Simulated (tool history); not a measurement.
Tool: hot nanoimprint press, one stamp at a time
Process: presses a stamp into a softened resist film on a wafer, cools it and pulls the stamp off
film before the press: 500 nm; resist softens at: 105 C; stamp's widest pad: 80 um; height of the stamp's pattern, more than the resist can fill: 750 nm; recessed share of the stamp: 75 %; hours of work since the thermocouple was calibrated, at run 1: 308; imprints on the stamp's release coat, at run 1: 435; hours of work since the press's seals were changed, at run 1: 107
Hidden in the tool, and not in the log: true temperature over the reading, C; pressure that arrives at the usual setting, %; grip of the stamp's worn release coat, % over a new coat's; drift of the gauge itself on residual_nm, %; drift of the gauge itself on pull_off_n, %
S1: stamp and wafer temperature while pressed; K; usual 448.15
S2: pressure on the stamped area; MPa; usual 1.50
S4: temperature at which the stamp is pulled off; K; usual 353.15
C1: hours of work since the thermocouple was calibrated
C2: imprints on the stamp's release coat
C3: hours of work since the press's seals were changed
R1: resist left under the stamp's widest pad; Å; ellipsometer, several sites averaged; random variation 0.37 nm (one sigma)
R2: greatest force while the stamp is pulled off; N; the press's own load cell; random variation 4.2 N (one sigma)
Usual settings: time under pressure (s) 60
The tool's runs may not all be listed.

run 1 day=0.000 | S1=448.15 S2=1.50 time_under_pressure_(s)=60 S4=353.15 | C1=308 C2=435 C3=107 | R1=1694 R2=219
run 2 day=1.367 | S1=448.15 S2=0.99 time_under_pressure_(s)=60 S4=353.15 | C1=322 C2=494 C3=122 | R1=2044 R2=227
run 3 day=2.204 | S1=448.15 S2=0.99 time_under_pressure_(s)=51 S4=353.15 | C1=331 C2=531 C3=131 | R1=2165 R2=231
-- day=2.692 plate thermocouple calibrated
run 4 day=3.750 | S1=448.15 S2=1.55 time_under_pressure_(s)=60 S4=353.15 | C1=11 C2=593 C3=146 | R1=1632 R2=235
run 5 day=4.467 | S1=448.15 S2=1.55 time_under_pressure_(s)=60 S4=353.15 | C1=19 C2=624 C3=154 | R1=1633 R2=232
run 6 day=5.388 | S1=448.15 S2=1.55 time_under_pressure_(s)=60 S4=353.15 | C1=29 C2=664 C3=164 | R1=1626 R2=230
run 7 day=6.408 | S1=448.15 S2=1.55 time_under_pressure_(s)=60 S4=353.15 | C1=40 C2=709 C3=175 | R1=1628 R2=233
-- day=6.788 plate thermocouple calibrated, once more
run 8 day=7.792 | S1=448.15 S2=1.55 time_under_pressure_(s)=60 S4=353.15 | C1=11 C2=764 C3=188 | R1=1740 R2=246
run 9 day=9.279 | S1=448.15 S2=1.55 time_under_pressure_(s)=60 S4=353.15 | C1=27 C2=829 C3=204 | R1=1735 R2=253
run 10 day=10.408 | S1=448.15 S2=1.11 time_under_pressure_(s)=60 S4=353.15 | C1=39 C2=878 C3=217 | R1=2012 R2=263
run 11 day=11.788 | S1=448.15 S2=1.19 time_under_pressure_(s)=49 S4=353.15 | C1=54 C2=939 C3=231 | R1=2126 R2=267
run 12 day=12.483 | S1=448.15 S2=1.54 time_under_pressure_(s)=49 S4=346.15 | C1=61 C2=969 C3=239 | R1=1889 R2=288
run 13 day=13.817 | S1=457.15 S2=1.75 time_under_pressure_(s)=116 S4=350.15 | C1=76 C2=1027 C3=253 | R1=868 R2=279
run 14 day=14.471 | S1=436.15 S2=1.52 time_under_pressure_(s)=72 S4=350.15 | C1=83 C2=1056 C3=260 | R1=2582 R2=283
run 15 day=15.583 | S1=436.15 S2=1.52 time_under_pressure_(s)=72 S4=350.15 | C1=95 C2=1104 C3=272 | R1=2585 R2=268
run 16 day=16.392 | S1=448.15 S2=0.98 time_under_pressure_(s)=60 S4=360.15 | C1=104 C2=1140 C3=281 | R1=2112 R2=244
run 17 day=17.738 | S1=459.15 S2=1.12 time_under_pressure_(s)=67 S4=341.15 | C1=118 C2=1198 C3=296 | R1=1286 R2=316

How the hidden state differs across the entries between the runs, from the last listed run before each to the first after it:
Between runs 3 and 4: plate thermocouple calibrated (day 2.692)
  true temperature over the reading, C: 1.23 -> 1.67; pressure that arrives at the usual setting, %: 99.04 -> 98.92; grip of the stamp's worn release coat, % over a new coat's: 14.5 -> 16.2
  measured less the result without the state, R1: -88 -> -98 Å; R2: +26 -> +28 N
Between runs 7 and 8: plate thermocouple calibrated, once more (day 6.788)
  true temperature over the reading, C: 1.78 -> 0.05; pressure that arrives at the usual setting, %: 98.71 -> 98.6; grip of the stamp's worn release coat, % over a new coat's: 19.5 -> 21
  measured less the result without the state, R1: -103 -> +8 Å; R2: +33 -> +43 N

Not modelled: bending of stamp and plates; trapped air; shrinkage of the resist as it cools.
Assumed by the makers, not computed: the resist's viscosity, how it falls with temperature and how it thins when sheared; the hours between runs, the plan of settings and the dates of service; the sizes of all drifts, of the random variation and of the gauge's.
